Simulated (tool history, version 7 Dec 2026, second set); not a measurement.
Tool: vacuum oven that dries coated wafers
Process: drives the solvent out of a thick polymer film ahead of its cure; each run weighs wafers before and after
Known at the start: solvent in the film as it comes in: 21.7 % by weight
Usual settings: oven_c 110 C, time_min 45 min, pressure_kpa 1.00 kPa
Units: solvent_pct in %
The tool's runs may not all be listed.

| run | hour | oven_c | time_min | pressure_kpa | solvent_pct |
|---|---|---|---|---|---|
| 1 | 0.0 | 110 | 45 | 1.00 | 1.65 |
| 2 | 10.7 | 110 | 45 | 1.00 | 1.64 |
| 3 | 20.1 | 110 | 45 | 1.00 | 1.74 |
| 4 | 40.1 | 110 | 45 | 1.00 | 1.67 |
| 5 | 50.6 | 110 | 60 | 1.00 | 1.13 |
| 6 | 67.5 | 110 | 45 | 0.67 | 1.56 |
| 7 | 81.4 | 110 | 45 | 0.67 | 1.52 |
| 8 | 93.3 | 110 | 45 | 1.00 | 1.73 |
| 9 | 107.4 | 110 | 45 | 1.00 | 1.71 |
| 10 | 116.9 | 110 | 45 | 1.00 | 1.65 |
| 11 | 132.0 | 110 | 45 | 1.00 | 1.65 |
| 12 | 151.1 | 110 | 45 | 1.00 | 1.70 |
| 13 | 169.9 | 110 | 45 | 1.00 | 1.76 |
| 14 | 187.8 | 110 | 45 | 1.00 | 1.58 |
| 15 | 198.3 | 110 | 45 | 1.00 | 1.67 |
| 16 | 212.3 | 110 | 45 | 1.75 | 2.05 |
| 17 | 220.7 | 110 | 79 | 1.00 | 0.81 |
| 18 | 241.0 | 110 | 79 | 1.00 | 0.83 |
| 19 | 259.0 | 110 | 79 | 1.00 | 0.77 |
| 20 | 269.4 | 110 | 79 | 1.00 | 0.73 |
| 21 | 287.9 | 110 | 45 | 1.00 | 1.62 |
| 22 | 299.8 | 110 | 45 | 1.00 | 1.77 |
| 23 | 309.3 | 110 | 45 | 1.00 | 1.70 |
| 24 | 329.2 | 110 | 45 | 1.00 | 1.54 |
| 25 | 344.5 | 118 | 45 | 1.00 | 0.91 |
| 26 | 356.3 | 110 | 45 | 2.70 | 2.71 |
| 27 | 370.9 | 113 | 23 | 1.57 | 4.44 |
| 28 | 389.6 | 110 | 70 | 1.00 | 0.91 |
| 29 | 404.9 | 102 | 52 | 0.72 | 2.27 |
| 30 | 418.2 | 102 | 52 | 0.72 | 2.28 |
| 31 | 433.8 | 102 | 52 | 0.72 | 2.21 |
| 32 | 454.2 | 110 | 45 | 0.94 | 1.66 |
| 33 | 469.9 | 110 | 45 | 0.94 | 1.66 |
| 34 | 489.0 | 110 | 45 | 0.94 | 1.63 |
| 35 | 506.3 | 112 | 74 | 0.94 | 0.76 |
| 36 | 521.0 | 99 | 70 | 1.00 | 2.02 |
| 37 | 537.1 | 99 | 70 | 1.00 | 2.02 |
| 38 | 546.8 | 109 | 70 | 1.00 | 0.87 |
| 39 | 560.6 | 110 | 45 | 1.24 | 1.79 |
| 40 | 571.4 | 110 | 45 | 1.00 | 1.66 |
| 41 | 585.9 | 110 | 74 | 0.83 | 0.72 |
| 42 | 604.1 | 100 | 26 | 2.48 | 7.60 |
| 43 | 617.5 | 104 | 45 | 1.00 | 2.65 |
| 44 | 635.5 | 104 | 45 | 1.00 | 2.64 |
| 45 | 652.8 | 118 | 76 | 3.90 | 2.10 |
| 46 | 669.5 | 118 | 76 | 3.90 | 1.94 |
| 47 | 685.9 | 118 | 76 | 3.90 | 2.09 |

Not shown: 1 entry that the log had between the listed runs. Between which runs, and how does the tool's hidden state differ before and after?
Between runs 11 and 12: oven's thermocouples calibrated (hour 135.8)
  true wafer temperature over the reading, C: -0.12 -> 0.02
